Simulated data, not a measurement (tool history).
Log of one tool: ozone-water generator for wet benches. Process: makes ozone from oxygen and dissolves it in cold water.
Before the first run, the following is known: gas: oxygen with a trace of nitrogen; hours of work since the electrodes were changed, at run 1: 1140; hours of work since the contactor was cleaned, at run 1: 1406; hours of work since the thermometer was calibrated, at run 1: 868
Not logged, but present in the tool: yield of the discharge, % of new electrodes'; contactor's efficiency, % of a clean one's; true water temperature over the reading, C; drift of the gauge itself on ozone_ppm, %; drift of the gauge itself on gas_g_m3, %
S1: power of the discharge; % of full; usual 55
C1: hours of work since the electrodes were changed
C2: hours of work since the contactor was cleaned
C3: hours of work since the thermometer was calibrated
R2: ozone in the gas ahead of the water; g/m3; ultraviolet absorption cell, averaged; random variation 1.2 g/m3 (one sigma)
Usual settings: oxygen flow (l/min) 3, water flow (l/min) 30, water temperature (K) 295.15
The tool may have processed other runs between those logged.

Run 1, day 0: usual settings; C1 1140; C2 1406; C3 868. Result: dissolved ozone (ppm) 13.2, R2 213.2 g/m3.
Run 2, day 2.779: usual settings but water temperature (K) 289.15; C1 1202; C2 1469; C3 930. Result: dissolved ozone (ppm) 13.9, R2 212 g/m3.
Run 3, day 4.942: usual settings but water temperature (K) 289.15; C1 1251; C2 1517; C3 979. Result: dissolved ozone (ppm) 13.7, R2 210.8 g/m3.
Run 4, day 6.721: usual settings but water temperature (K) 289.15; C1 1291; C2 1557; C3 1018. Result: dissolved ozone (ppm) 13.6, R2 211.6 g/m3.
Run 5, day 8.738: usual settings but water temperature (K) 289.15; C1 1336; C2 1602; C3 1064. Result: dissolved ozone (ppm) 13.6, R2 211.1 g/m3.
Run 6, day 10.025: usual settings but water temperature (K) 289.15; C1 1365; C2 1631; C3 1093. Result: dissolved ozone (ppm) 13.7, R2 212.3 g/m3.
Run 7, day 12.712: usual settings; C1 1425; C2 1692; C3 1153. Result: dissolved ozone (ppm) 13, R2 210.6 g/m3.
Run 8, day 14.775: usual settings; C1 1471; C2 1738; C3 1199. Result: dissolved ozone (ppm) 12.9, R2 210.7 g/m3.
Run 9, day 16.604: usual settings; C1 1512; C2 1779; C3 1240. Result: dissolved ozone (ppm) 13.2, R2 209.6 g/m3.
Run 10, day 17.983: usual settings; C1 1543; C2 1810; C3 1271. Result: dissolved ozone (ppm) 13.4, R2 210 g/m3.
Run 11, day 19.542: usual settings; C1 1578; C2 1845; C3 1306. Result: dissolved ozone (ppm) 13.1, R2 210 g/m3.
Run 12, day 21.362: usual settings; C1 1619; C2 1886; C3 1347. Result: dissolved ozone (ppm) 13.1, R2 209.6 g/m3.
Run 13, day 23.746: usual settings but oxygen flow (l/min) 2.62; C1 1673; C2 1939; C3 1400. Result: dissolved ozone (ppm) 12.5, R2 224.2 g/m3.
Run 14, day 26.083: usual settings but oxygen flow (l/min) 2.62; C1 1725; C2 1992; C3 1453. Result: dissolved ozone (ppm) 12.4, R2 224.3 g/m3.
Run 15, day 28.5: usual settings but S1 86 % of full, oxygen flow (l/min) 2.62; C1 1779; C2 2046; C3 1507. Result: dissolved ozone (ppm) 16.4, R2 295.6 g/m3.
Run 16, day 31.275: usual settings but S1 86 % of full, oxygen flow (l/min) 2.62; C1 1842; C2 2108; C3 1569. Result: dissolved ozone (ppm) 16.4, R2 295.1 g/m3.
Run 17, day 34.008: usual settings but oxygen flow (l/min) 4; C1 1903; C2 2169; C3 1631. Result: dissolved ozone (ppm) 13.5, R2 177.6 g/m3.
Run 18, day 35.662: usual settings but oxygen flow (l/min) 4; C1 1940; C2 2206; C3 1668. Result: dissolved ozone (ppm) 13.8, R2 178.8 g/m3.

Run 19 is up next; what results do you expect?
Run 19, day 37.212: usual settings but S1 87 % of full, oxygen flow (l/min) 4.23, water flow (l/min) 20, water temperature (K) 289.15; C1 1975; C2 2241; C3 1703. Result: dissolved ozone (ppm) ?, R2 ?.

dissolved ozone (ppm): 25.9
R2: 226.6 g/m3
Take away the tool's hidden state, keep the run-to-run variation as it was, and the same run would have given dissolved ozone (ppm) 28.4, R2 245.2 g/m3.
